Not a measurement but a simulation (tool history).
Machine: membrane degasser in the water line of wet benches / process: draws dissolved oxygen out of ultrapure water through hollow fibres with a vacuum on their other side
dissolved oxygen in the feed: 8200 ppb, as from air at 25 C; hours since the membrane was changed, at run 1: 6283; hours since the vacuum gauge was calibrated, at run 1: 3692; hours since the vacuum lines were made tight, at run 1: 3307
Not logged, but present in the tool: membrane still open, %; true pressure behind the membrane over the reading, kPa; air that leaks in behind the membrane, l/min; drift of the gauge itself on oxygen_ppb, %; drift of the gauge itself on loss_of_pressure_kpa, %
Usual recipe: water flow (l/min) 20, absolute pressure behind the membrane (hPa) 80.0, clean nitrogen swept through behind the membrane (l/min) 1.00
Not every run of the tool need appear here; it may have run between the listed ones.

run    hour  water flow (l/min)  absolute pressure behind the membrane (hPa)  clean nitrogen swept through behind the membrane (l/min)  hours since the membrane was changed  hours since the vacuum gauge was calibrated  hours since the vacuum lines were made tight  dissolved oxygen in the water behind the degasser (ppb)  pressure that the water loses in the fibres (hPa)
  1     0.0                  20                                         80.0                                                      1.00                                  6283                                         3692                                          3307                                                    229.1                                              638.0
  2   224.2                  20                                         80.0                                                      1.00                                  6508                                         3916                                          3531                                                    227.4                                              638.1
  3   571.5                  20                                         80.0                                                      1.00                                  6855                                         4264                                          3878                                                    226.4                                              642.6
  4   800.9                  20                                         80.0                                                      1.00                                  7084                                         4493                                          4107                                                    228.9                                              644.6
  5  1074.3                  20                                         80.0                                                      1.00                                  7358                                         4767                                          4381                                                    230.3                                              640.1
  6  1386.5                  20                                         80.0                                                      1.00                                  7670                                         5079                                          4693                                                    232.7                                              648.0
     1500.0  -- vacuum gauge calibrated
  7  1671.2                  20                                         80.0                                                      1.00                                  7954                                          171                                          4977                                                    234.8                                              642.2
  8  1955.2                  20                                        179.1                                                      1.00                                  8238                                          455                                          5261                                                    635.6                                              648.3
  9  2190.2                  20                                        179.1                                                      1.00                                  8473                                          690                                          5496                                                    639.8                                              648.0
 10  2484.1                  20                                        179.1                                                      1.00                                  8767                                          984                                          5790                                                    640.6                                              648.4
 11  2664.2                  20                                        116.4                                                      1.00                                  8947                                         1164                                          5970                                                    387.8                                              649.1
 12  2838.5                  20                                        116.4                                                      1.00                                  9121                                         1339                                          6145                                                    389.1                                              647.7
 13  3025.9                  20                                        112.6                                                      1.00                                  9309                                         1526                                          6332                                                    370.2                                              646.8
 14  3341.1                  20                                        112.6                                                      1.00                                  9624                                         1841                                          6647                                                    368.5                                              652.7
     3423.4  -- vacuum gauge calibrated, once more
 15  3615.2                  20                                        149.3                                                      1.00                                  9898                                          192                                          6921                                                    519.6                                              652.8
 16  3891.5                  20                                         72.4                                                      1.00                                 10174                                          468                                          7197                                                    190.0                                              654.3
 17  4038.8                  20                                         80.0                                                      1.38                                 10321                                          615                                          7344                                                    173.0                                              651.1
 18  4225.0                  20                                         80.0                                                      1.31                                 10507                                          802                                          7531                                                    178.2                                              654.8
 19  4389.7                  20                                        117.2                                                      1.00                                 10672                                          966                                          7695                                                    382.6                                              651.8
 20  4638.5                  20                                        117.2                                                      1.00                                 10921                                         1215                                          7944                                                    382.4                                              654.1
 21  4836.8                  31                                         52.5                                                      1.76                                 11119                                         1413                                          8142                                                    157.5                                             1018.1
 22  5117.7                  31                                         52.5                                                      1.76                                 11400                                         1694                                          8423                                                    162.2                                             1020.0
 23  5322.3                  16                                         52.5                                                      0.89                                 11605                                         1899                                          8628                                                     92.1                                              523.1
 24  5509.0                  12                                        164.6                                                      2.02                                 11791                                         2086                                          8815                                                    201.1                                              395.4
 25  5697.4                  12                                        164.6                                                      2.02                                 11980                                         2274                                          9003                                                    197.4                                              395.6
 26  5863.8                  17                                        103.0                                                      0.96                                 12146                                         2440                                          9169                                                    291.3                                              563.5
 27  6058.3                  17                                         80.0                                                      2.46                                 12341                                         2635                                          9364                                                     91.2                                              560.8
 28  6210.5                  29                                         81.6                                                      1.07                                 12493                                         2787                                          9516                                                    345.7                                              950.1
 29  6551.9                  29                                         81.6                                                      1.07                                 12834                                         3129                                          9857                                                    355.0                                              957.0
 30  6769.9                  15                                         85.1                                                      1.63                                 13052                                         3346                                         10075                                                    125.5                                              496.1
 31  6965.3                  15                                         91.7                                                      1.63                                 13248                                         3542                                         10271                                                    143.6                                              495.3
 32  7181.2                  15                                         91.7                                                      1.63                                 13464                                         3758                                         10487                                                    138.9                                              496.3

Entry by entry between the runs, the difference in hidden state between the last listed run before and the first listed run after:
Between runs 6 and 7: vacuum gauge calibrated (hour 1500.0)
  membrane still open, %: 96.3 -> 96.1; true pressure behind the membrane over the reading, kPa: 0.18 -> 0.25; air that leaks in behind the membrane, l/min: 0.0125 -> 0.0132
  difference, measured minus the result without the unlogged condition, dissolved oxygen in the water behind the degasser (ppb): +12.1 -> +15.1; pressure that the water loses in the fibres (hPa): +24.2 -> +24.9
Between runs 14 and 15: vacuum gauge calibrated, once more (hour 3423.4)
  membrane still open, %: 95.3 -> 95.2; true pressure behind the membrane over the reading, kPa: 0.31 -> 0.01; air that leaks in behind the membrane, l/min: 0.0171 -> 0.0177
  difference, measured minus the result without the unlogged condition, dissolved oxygen in the water behind the degasser (ppb): +19.8 -> +9.9; pressure that the water loses in the fibres (hPa): +30.7 -> +31.6
